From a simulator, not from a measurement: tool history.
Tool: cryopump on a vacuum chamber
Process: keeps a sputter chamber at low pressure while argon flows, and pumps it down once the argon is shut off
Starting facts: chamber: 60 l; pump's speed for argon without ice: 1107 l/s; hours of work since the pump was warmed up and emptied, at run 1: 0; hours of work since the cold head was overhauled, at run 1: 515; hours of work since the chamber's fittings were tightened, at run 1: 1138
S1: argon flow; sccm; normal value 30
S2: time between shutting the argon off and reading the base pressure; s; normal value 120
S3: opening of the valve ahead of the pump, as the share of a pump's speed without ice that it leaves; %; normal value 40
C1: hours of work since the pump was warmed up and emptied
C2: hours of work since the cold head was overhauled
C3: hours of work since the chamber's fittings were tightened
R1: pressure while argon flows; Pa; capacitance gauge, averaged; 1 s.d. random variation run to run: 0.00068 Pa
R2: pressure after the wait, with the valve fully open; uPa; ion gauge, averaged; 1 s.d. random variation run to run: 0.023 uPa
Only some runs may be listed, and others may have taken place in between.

run,hour,S1,S2,S3,C1,C2,C3,R1,R2
1,0,30,120,40,0,515,1138,0.114,1.54
2,77.3,30,40,40,48,563,1187,0.116,2.66
3,148,30,40,40,92,607,1230,0.1169,2.69
4,193.9,30,40,40,121,636,1259,0.119,2.75
5,244.3,30,40,40,152,667,1290,0.1197,2.75
6,302.5,30,120,40,188,703,1326,0.1212,1.9
7,358.4,30,120,40,223,738,1361,0.1211,1.91
8,441.3,30,120,40,274,790,1413,0.1237,2.01
9,527.8,30,120,40,328,843,1467,0.1252,2.07
10,590,30,120,40,367,882,1505,0.1258,2.18
11,632.1,30,120,40,393,908,1531,0.1278,2.2
12,670.9,19,120,40,417,932,1555,0.0808,2.27
13,713.1,30,120,40,443,958,1582,0.1276,2.29
# hour 810: pump warmed up, emptied and cooled again
14,810,50,40,45,0,1016,1639,0.1725,2.87
15,895.7,57,120,54,53,1069,1692,0.1652,2
16,980.1,36,120,35,106,1121,1745,0.1616,2.02
17,1065.3,21,120,35,159,1174,1798,0.0952,2.17
18,1149.4,58,135,18,211,1227,1850,0.507,2.24
19,1221.5,58,135,18,256,1271,1895,0.5075,2.34
20,1292,17,38,40,300,1315,1938,0.0709,3.49
21,1362.4,58,23,26,343,1359,1982,0.3632,4.6
22,1405.5,32,98,28,370,1386,2009,0.1859,2.74
23,1464.2,32,98,28,407,1422,2046,0.1864,2.82
24,1506.7,31,210,28,433,1449,2072,0.1845,2.5
25,1562.8,25,120,26,468,1484,2107,0.1603,2.92
# hour 1621.2: pump warmed up, emptied and cooled again
26,1655.4,28,68,40,21,1538,2161,0.1092,2.79

Alternative continuations, all from the tool just after run 26; predict every row:
A,1732,35,29,31,69,1586,2209,?,?
B,1732,40,34,24,69,1586,2209,?,?
C,1732,50,51,17,69,1586,2209,?,?
D,1732,14,31,47,69,1586,2209,?,?

run,R1,R2
A,0.1757,4
B,0.259,3.71
C,0.4541,3.07
D,0.0464,3.83
Without the tool's unlogged condition, the same runs would have read:
run,R1,R2
A,0.1724,2.35
B,0.2551,2.06
C,0.4493,1.44
D,0.0451,2.2

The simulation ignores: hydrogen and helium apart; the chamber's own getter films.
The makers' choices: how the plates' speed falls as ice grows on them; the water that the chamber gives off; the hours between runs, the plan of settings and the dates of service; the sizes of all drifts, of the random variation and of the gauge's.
